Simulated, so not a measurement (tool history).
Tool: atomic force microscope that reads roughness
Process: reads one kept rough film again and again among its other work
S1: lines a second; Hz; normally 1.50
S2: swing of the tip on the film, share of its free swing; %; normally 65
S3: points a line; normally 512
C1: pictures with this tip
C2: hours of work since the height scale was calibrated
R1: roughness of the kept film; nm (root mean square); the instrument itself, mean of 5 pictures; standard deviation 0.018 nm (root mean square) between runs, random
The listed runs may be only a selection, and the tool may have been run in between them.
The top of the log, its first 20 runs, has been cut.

{"run": 21, "hour": 1014.6, "S1": 1.5, "S2": 70, "S3": 512, "C1": 125, "C2": 81, "R1": 4.36}
{"hour": 1036.9, "done": "new tip fitted"}
{"run": 22, "hour": 1078.5, "S1": 1.5, "S2": 65, "S3": 464, "C1": 114, "C2": 131, "R1": 4.409}
{"hour": 1106.5, "done": "new tip fitted"}
{"run": 23, "hour": 1125.6, "S1": 1.5, "S2": 60, "S3": 512, "C1": 52, "C2": 168, "R1": 4.411}
{"run": 24, "hour": 1167.0, "S1": 1.5, "S2": 60, "S3": 512, "C1": 166, "C2": 200, "R1": 4.415}
{"hour": 1173.7, "done": "new tip fitted"}
{"run": 25, "hour": 1228.3, "S1": 1.5, "S2": 65, "S3": 512, "C1": 150, "C2": 248, "R1": 4.399}
{"hour": 1246.4, "done": "new tip fitted"}
{"run": 26, "hour": 1290.4, "S1": 2.22, "S2": 77, "S3": 512, "C1": 121, "C2": 297, "R1": 4.257}
{"hour": 1317.6, "done": "new tip fitted"}
{"run": 27, "hour": 1351.1, "S1": 2.76, "S2": 63, "S3": 1010, "C1": 92, "C2": 344, "R1": 4.395}
{"hour": 1387.5, "done": "new tip fitted"}
{"run": 28, "hour": 1402.0, "S1": 1.5, "S2": 66, "S3": 512, "C1": 40, "C2": 384, "R1": 4.393}
{"hour": 1457.0, "done": "new tip fitted"}
{"run": 29, "hour": 1459.2, "S1": 1.68, "S2": 64, "S3": 257, "C1": 6, "C2": 429, "R1": 4.345}
{"run": 30, "hour": 1491.9, "S1": 0.72, "S2": 63, "S3": 512, "C1": 96, "C2": 455, "R1": 4.456}
{"hour": 1527.6, "done": "new tip fitted"}
{"run": 31, "hour": 1529.0, "S1": 0.72, "S2": 63, "S3": 512, "C1": 4, "C2": 484, "R1": 4.424}
{"run": 32, "hour": 1566.8, "S1": 2.42, "S2": 65, "S3": 281, "C1": 108, "C2": 514, "R1": 4.347}
{"hour": 1595.4, "done": "new tip fitted"}
{"run": 33, "hour": 1616.2, "S1": 2.42, "S2": 65, "S3": 281, "C1": 57, "C2": 552, "R1": 4.317}
{"run": 34, "hour": 1656.2, "S1": 2.42, "S2": 65, "S3": 281, "C1": 167, "C2": 584, "R1": 4.315}
{"hour": 1662.3, "done": "new tip fitted"}
{"run": 35, "hour": 1726.6, "S1": 2.42, "S2": 65, "S3": 281, "C1": 177, "C2": 639, "R1": 4.332}
{"hour": 1733.6, "done": "new tip fitted"}
{"run": 36, "hour": 1765.3, "S1": 1.5, "S2": 65, "S3": 847, "C1": 87, "C2": 669, "R1": 4.391}
{"hour": 1803.2, "done": "new tip fitted"}
{"run": 37, "hour": 1822.1, "S1": 1.5, "S2": 65, "S3": 271, "C1": 52, "C2": 714, "R1": 4.377}
{"hour": 1870.9, "done": "new tip fitted"}
{"run": 38, "hour": 1870.9, "S1": 1.95, "S2": 89, "S3": 791, "C1": 0, "C2": 752, "R1": 4.144}
{"run": 39, "hour": 1914.9, "S1": 0.56, "S2": 86, "S3": 512, "C1": 121, "C2": 786, "R1": 4.371}
{"hour": 1938.9, "done": "new tip fitted"}
{"run": 40, "hour": 1967.5, "S1": 0.56, "S2": 63, "S3": 742, "C1": 79, "C2": 827, "R1": 4.459}
{"hour": 2007.7, "done": "new tip fitted"}
{"run": 41, "hour": 2026.2, "S1": 1.5, "S2": 61, "S3": 308, "C1": 51, "C2": 873, "R1": 4.407}

Predict the results of run 42:
{"run": 42, "hour": 2068.3, "S1": 1.5, "S2": 61, "S3": 308, "C1": 167, "C2": 907, "R1": "?"}

{"run 42": {"R1": 4.397}}
Had the tool carried no hidden state, the very same run would have given R1 4.407 nm (root mean square).

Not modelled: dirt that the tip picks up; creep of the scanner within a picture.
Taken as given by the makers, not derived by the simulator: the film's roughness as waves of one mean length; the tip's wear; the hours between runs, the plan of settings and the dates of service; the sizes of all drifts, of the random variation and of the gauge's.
